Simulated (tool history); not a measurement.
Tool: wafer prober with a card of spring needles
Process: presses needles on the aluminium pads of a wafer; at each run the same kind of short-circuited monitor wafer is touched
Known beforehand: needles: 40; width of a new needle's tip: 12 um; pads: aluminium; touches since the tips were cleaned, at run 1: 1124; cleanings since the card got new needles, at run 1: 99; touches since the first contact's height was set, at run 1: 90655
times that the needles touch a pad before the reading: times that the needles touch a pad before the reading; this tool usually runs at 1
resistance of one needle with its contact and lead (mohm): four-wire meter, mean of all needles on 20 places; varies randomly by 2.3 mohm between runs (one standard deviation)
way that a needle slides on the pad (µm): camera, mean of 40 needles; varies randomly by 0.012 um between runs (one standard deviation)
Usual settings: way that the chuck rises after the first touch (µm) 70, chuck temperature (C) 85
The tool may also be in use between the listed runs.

run,hour,way that the chuck rises after the first touch (µm),chuck temperature (C),times that the needles touch a pad before the reading,touches since the tips were cleaned,cleanings since the card got new needles,touches since the first contact's height was set,resistance of one needle with its contact and lead (mohm),way that a needle slides on the pad (µm)
1,0.0,70,85,1,1124,99,90655,290,11.21
# hour 3.3: tips cleaned on abrasive film
# hour 4.6: height of the first contact set anew
# hour 7.9: tips cleaned on abrasive film
# hour 12.2: tips cleaned on abrasive film
# hour 16.5: tips cleaned on abrasive film
# hour 20.8: tips cleaned on abrasive film
# hour 26.2: tips cleaned on abrasive film
# hour 30.5: tips cleaned on abrasive film
# hour 34.9: tips cleaned on abrasive film
2,34.9,70,85,1,0,107,17356,261,11.08
# hour 40.2: tips cleaned on abrasive film
# hour 44.5: tips cleaned on abrasive film
# hour 49.9: tips cleaned on abrasive film
# hour 55.3: tips cleaned on abrasive film
# hour 59.6: tips cleaned on abrasive film
# hour 64.9: tips cleaned on abrasive film
3,68.0,70,85,1,1795,113,36436,309,11.02
# hour 70.2: tips cleaned on abrasive film
# hour 74.5: tips cleaned on abrasive film
# hour 78.8: tips cleaned on abrasive film
# hour 84.2: tips cleaned on abrasive film
# hour 88.5: tips cleaned on abrasive film
# hour 93.9: tips cleaned on abrasive film
# hour 99.1: tips cleaned on abrasive film
4,99.1,70,85,2,0,120,54278,258,10.99
# hour 104.5: tips cleaned on abrasive film
# hour 108.8: tips cleaned on abrasive film
# hour 111.2: height of the first contact set anew, once more
# hour 113.4: tips cleaned on abrasive film
# hour 117.7: tips cleaned on abrasive film
# hour 123.0: tips cleaned on abrasive film
# hour 128.4: tips cleaned on abrasive film
# hour 132.7: tips cleaned on abrasive film
# hour 138.1: tips cleaned on abrasive film
# hour 143.4: tips cleaned on abrasive film
# hour 147.7: tips cleaned on abrasive film
# hour 152.1: tips cleaned on abrasive film
# hour 157.4: tips cleaned on abrasive film
5,160.7,70,85,2,1945,132,28496,290,11.39
# hour 161.9: tips cleaned on abrasive film
# hour 167.2: tips cleaned on abrasive film
# hour 171.6: tips cleaned on abrasive film
# hour 176.9: tips cleaned on abrasive film
# hour 182.3: tips cleaned on abrasive film
# hour 186.6: tips cleaned on abrasive film
6,189.4,70,121,2,1662,138,44976,294,11.33
# hour 191.6: tips cleaned on abrasive film
# hour 195.9: tips cleaned on abrasive film
# hour 200.2: tips cleaned on abrasive film
# hour 204.5: tips cleaned on abrasive film
# hour 209.9: tips cleaned on abrasive film
# hour 215.3: tips cleaned on abrasive film
# hour 219.6: tips cleaned on abrasive film
# hour 223.9: tips cleaned on abrasive film
# hour 228.2: tips cleaned on abrasive film
7,230.2,70,121,2,1173,147,68379,292,11.26
# hour 233.4: tips cleaned on abrasive film
# hour 237.8: tips cleaned on abrasive film
# hour 242.1: tips cleaned on abrasive film
# hour 247.4: tips cleaned on abrasive film
# hour 252.8: tips cleaned on abrasive film
# hour 258.1: tips cleaned on abrasive film
# hour 263.5: tips cleaned on abrasive film
# hour 268.9: tips cleaned on abrasive film
# hour 273.2: tips cleaned on abrasive film
# hour 273.5: height of the first contact set anew
8,276.4,70,121,2,1720,156,1720,297,11.47
# hour 278.6: tips cleaned on abrasive film
# hour 282.9: tips cleaned on abrasive film
# hour 288.3: tips cleaned on abrasive film
# hour 292.6: tips cleaned on abrasive film
# hour 296.9: tips cleaned on abrasive film
# hour 301.2: tips cleaned on abrasive film
# hour 306.6: tips cleaned on abrasive film
# hour 311.9: tips cleaned on abrasive film
9,314.3,70,121,2,1403,164,23499,296,11.41
# hour 316.5: tips cleaned on abrasive film
# hour 320.8: tips cleaned on abrasive film
# hour 325.1: tips cleaned on abrasive film
# hour 329.5: tips cleaned on abrasive film
# hour 334.8: tips cleaned on abrasive film
# hour 339.1: tips cleaned on abrasive film
# hour 344.5: tips cleaned on abrasive film
# hour 348.8: tips cleaned on abrasive film
# hour 353.1: tips cleaned on abrasive film
# hour 358.5: tips cleaned on abrasive film
# hour 362.8: tips cleaned on abrasive film
# hour 368.1: tips cleaned on abrasive film
10,370.7,70,85,1,1532,176,55906,317,11.30
# hour 372.9: tips cleaned on abrasive film
# hour 377.3: tips cleaned on abrasive film
# hour 381.6: tips cleaned on abrasive film
# hour 386.9: tips cleaned on abrasive film
# hour 392.3: tips cleaned on abrasive film
# hour 396.6: tips cleaned on abrasive film
# hour 400.9: tips cleaned on abrasive film
# hour 405.2: tips cleaned on abrasive film
# hour 409.5: tips cleaned on abrasive film
11,409.6,70,85,1,17,185,78152,258,11.26
# hour 413.9: tips cleaned on abrasive film
# hour 418.2: tips cleaned on abrasive film
# hour 423.5: tips cleaned on abrasive film
# hour 428.9: tips cleaned on abrasive film
# hour 434.2: tips cleaned on abrasive film
# hour 435.6: height of the first contact set anew
# hour 438.9: tips cleaned on abrasive film
# hour 444.2: tips cleaned on abrasive film
# hour 448.5: tips cleaned on abrasive film
# hour 452.8: tips cleaned on abrasive film
# hour 458.2: tips cleaned on abrasive film
12,460.5,51,49,3,1329,195,14295,288,8.30
# hour 462.7: tips cleaned on abrasive film
# hour 468.0: tips cleaned on abrasive film
# hour 472.3: tips cleaned on abrasive film
# hour 476.6: tips cleaned on abrasive film
# hour 480.9: tips cleaned on abrasive film
# hour 486.3: tips cleaned on abrasive film
# hour 491.7: tips cleaned on abrasive film
# hour 496.0: tips cleaned on abrasive film
# hour 500.3: tips cleaned on abrasive film
# hour 504.6: tips cleaned on abrasive film
# hour 509.5: tips cleaned on abrasive film
13,509.5,64,29,2,0,206,42456,245,10.34
# hour 513.9: tips cleaned on abrasive film
# hour 519.2: tips cleaned on abrasive film
# hour 523.5: tips cleaned on abrasive film
# hour 528.9: tips cleaned on abrasive film
# hour 533.2: tips cleaned on abrasive film
# hour 537.5: tips cleaned on abrasive film
# hour 541.8: tips cleaned on abrasive film
# hour 546.1: tips cleaned on abrasive film
# hour 550.4: tips cleaned on abrasive film
# hour 555.8: tips cleaned on abrasive film
# hour 561.1: tips cleaned on abrasive film
14,564.9,64,29,2,2214,217,74308,300,10.28
# hour 566.1: tips cleaned on abrasive film
# hour 570.4: tips cleaned on abrasive film
# hour 574.7: tips cleaned on abrasive film
# hour 579.0: tips cleaned on abrasive film
# hour 583.3: tips cleaned on abrasive film
# hour 587.6: tips cleaned on abrasive film
# hour 593.0: tips cleaned on abrasive film
# hour 597.3: tips cleaned on abrasive film
# hour 597.6: height of the first contact set anew
# hour 602.9: tips cleaned on abrasive film
# hour 607.3: tips cleaned on abrasive film
# hour 611.6: tips cleaned on abrasive film
# hour 616.6: tips cleaned on abrasive film
15,616.6,64,29,2,0,229,10934,250,10.45
# hour 620.9: tips cleaned on abrasive film
# hour 625.2: tips cleaned on abrasive film
# hour 630.6: tips cleaned on abrasive film
# hour 634.9: tips cleaned on abrasive film
# hour 639.2: tips cleaned on abrasive film
# hour 644.6: tips cleaned on abrasive film
16,645.9,74,86,1,792,235,27780,292,12.00
# hour 649.2: tips cleaned on abrasive film
# hour 653.5: tips cleaned on abrasive film
# hour 658.9: tips cleaned on abrasive film
# hour 663.2: tips cleaned on abrasive film
# hour 668.5: tips cleaned on abrasive film
# hour 672.8: tips cleaned on abrasive film
# hour 677.1: tips cleaned on abrasive film
# hour 681.4: tips cleaned on abrasive film
# hour 686.8: tips cleaned on abrasive film
# hour 691.1: tips cleaned on abrasive film
# hour 695.5: tips cleaned on abrasive film
17,695.5,70,85,3,0,246,56248,261,11.31
# hour 700.9: tips cleaned on abrasive film
# hour 705.2: tips cleaned on abrasive film
# hour 709.5: tips cleaned on abrasive film
# hour 713.8: tips cleaned on abrasive film
# hour 719.2: tips cleaned on abrasive film
# hour 723.5: tips cleaned on abrasive film
18,723.7,70,28,1,111,252,72411,256,11.25
# hour 728.0: tips cleaned on abrasive film
# hour 732.3: tips cleaned on abrasive film
# hour 736.6: tips cleaned on abrasive film
# hour 742.0: tips cleaned on abrasive film
# hour 747.3: tips cleaned on abrasive film
# hour 751.6: tips cleaned on abrasive film
# hour 757.0: tips cleaned on abrasive film
# hour 759.4: height of the first contact set anew
# hour 762.7: tips cleaned on abrasive film
# hour 767.0: tips cleaned on abrasive film
# hour 772.3: tips cleaned on abrasive film
# hour 776.6: tips cleaned on abrasive film
# hour 782.0: tips cleaned on abrasive film
19,783.6,70,28,1,966,264,13933,289,11.43

Branching from run 19: 3 alternative next runs. What would each branch give?
# hour 786.9: tips cleaned on abrasive film
# hour 792.3: tips cleaned on abrasive film
# hour 796.6: tips cleaned on abrasive film
# hour 801.9: tips cleaned on abrasive film
# hour 807.3: tips cleaned on abrasive film
A,810.3,70,26,1,1777,269,29295,?,?
# hour 786.9: tips cleaned on abrasive film
# hour 792.3: tips cleaned on abrasive film
# hour 796.6: tips cleaned on abrasive film
# hour 801.9: tips cleaned on abrasive film
# hour 807.3: tips cleaned on abrasive film
B,810.3,70,107,2,1777,269,29295,?,?
# hour 786.9: tips cleaned on abrasive film
# hour 792.3: tips cleaned on abrasive film
# hour 796.6: tips cleaned on abrasive film
# hour 801.9: tips cleaned on abrasive film
# hour 807.3: tips cleaned on abrasive film
C,810.3,74,74,1,1777,269,29295,?,?

run,resistance of one needle with its contact and lead (mohm),way that a needle slides on the pad (µm)
A,320,11.39
B,306,11.39
C,323,12.06
What these runs would have given with no unlogged condition in the tool:
run,resistance of one needle with its contact and lead (mohm),way that a needle slides on the pad (µm)
A,241,11.46
B,261,11.46
C,255,12.13
